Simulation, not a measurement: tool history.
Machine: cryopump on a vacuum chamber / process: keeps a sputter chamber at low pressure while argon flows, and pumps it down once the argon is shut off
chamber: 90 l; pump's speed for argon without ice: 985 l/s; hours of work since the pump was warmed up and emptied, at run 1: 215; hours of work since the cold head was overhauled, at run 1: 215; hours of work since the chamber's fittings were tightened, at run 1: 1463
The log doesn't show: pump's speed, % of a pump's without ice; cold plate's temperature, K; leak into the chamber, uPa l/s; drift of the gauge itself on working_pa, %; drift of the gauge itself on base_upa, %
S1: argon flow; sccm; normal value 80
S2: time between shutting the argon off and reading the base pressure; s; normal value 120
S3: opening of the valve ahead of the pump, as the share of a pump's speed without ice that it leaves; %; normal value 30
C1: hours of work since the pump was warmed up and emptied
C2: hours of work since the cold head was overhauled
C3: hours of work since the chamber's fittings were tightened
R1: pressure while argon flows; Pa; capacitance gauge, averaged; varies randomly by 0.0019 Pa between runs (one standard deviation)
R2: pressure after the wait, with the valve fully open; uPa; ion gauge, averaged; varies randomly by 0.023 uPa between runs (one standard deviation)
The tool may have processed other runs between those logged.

run,hour,S1,S2,S3,C1,C2,C3,R1,R2
1,0,80,120,30,215,215,1463,0.4661,2.58
2,13.5,80,120,30,222,222,1470,0.4652,2.72
3,22.7,63,120,30,227,227,1475,0.3672,2.67
4,31.2,63,120,30,232,232,1480,0.3653,2.61
5,42.7,63,120,30,238,238,1486,0.3668,2.7
6,55.3,63,120,30,245,245,1493,0.3675,2.77
7,68,80,120,30,253,253,1500,0.4631,2.72
8,84.1,80,120,30,261,261,1509,0.4711,2.73
9,100.2,80,120,30,270,270,1518,0.4673,2.81
10,116,80,120,30,279,279,1527,0.4654,2.79
11,125.9,80,120,30,284,284,1532,0.4668,2.75
12,139.5,80,120,30,292,292,1540,0.4618,2.88
13,153.3,80,120,30,300,300,1547,0.4689,2.89
14,165.9,68,233,15,307,307,1554,0.7884,2.69
15,177.5,68,233,15,313,313,1561,0.7859,2.63
16,191.3,79,154,50,321,321,1568,0.2816,2.71
17,205.7,79,154,50,329,329,1576,0.2813,2.79
18,217.7,44,36,21,335,335,1583,0.3659,4.1
19,232,39,36,51,343,343,1591,0.1357,4.03
20,248.5,37,32,38,352,352,1600,0.1726,4.3
21,259.5,37,32,38,358,358,1606,0.1718,4.25
22,274.1,80,120,27,366,366,1614,0.5171,2.87
23,290.5,80,120,50,376,376,1623,0.287,3.05
24,307.3,80,120,50,385,385,1633,0.2829,2.97
25,325.1,69,28,31,395,395,1642,0.3937,4.57
26,341.7,69,28,31,404,404,1652,0.3896,4.53

Predict each of these 3 candidate next runs independently; none follows another, all start after run 26:
A,357.9,69,28,37,413,413,1661,?,?
B,357.9,123,120,30,413,413,1661,?,?
C,357.9,33,189,30,413,413,1661,?,?

run,R1,R2
A,0.3303,4.76
B,0.725,3.1
C,0.1931,2.8
The same runs, with their run-to-run variation unchanged, on a tool lacking any hidden condition would have given:
run,R1,R2
A,0.3192,2.44
B,0.705,0.83
C,0.1878,0.58

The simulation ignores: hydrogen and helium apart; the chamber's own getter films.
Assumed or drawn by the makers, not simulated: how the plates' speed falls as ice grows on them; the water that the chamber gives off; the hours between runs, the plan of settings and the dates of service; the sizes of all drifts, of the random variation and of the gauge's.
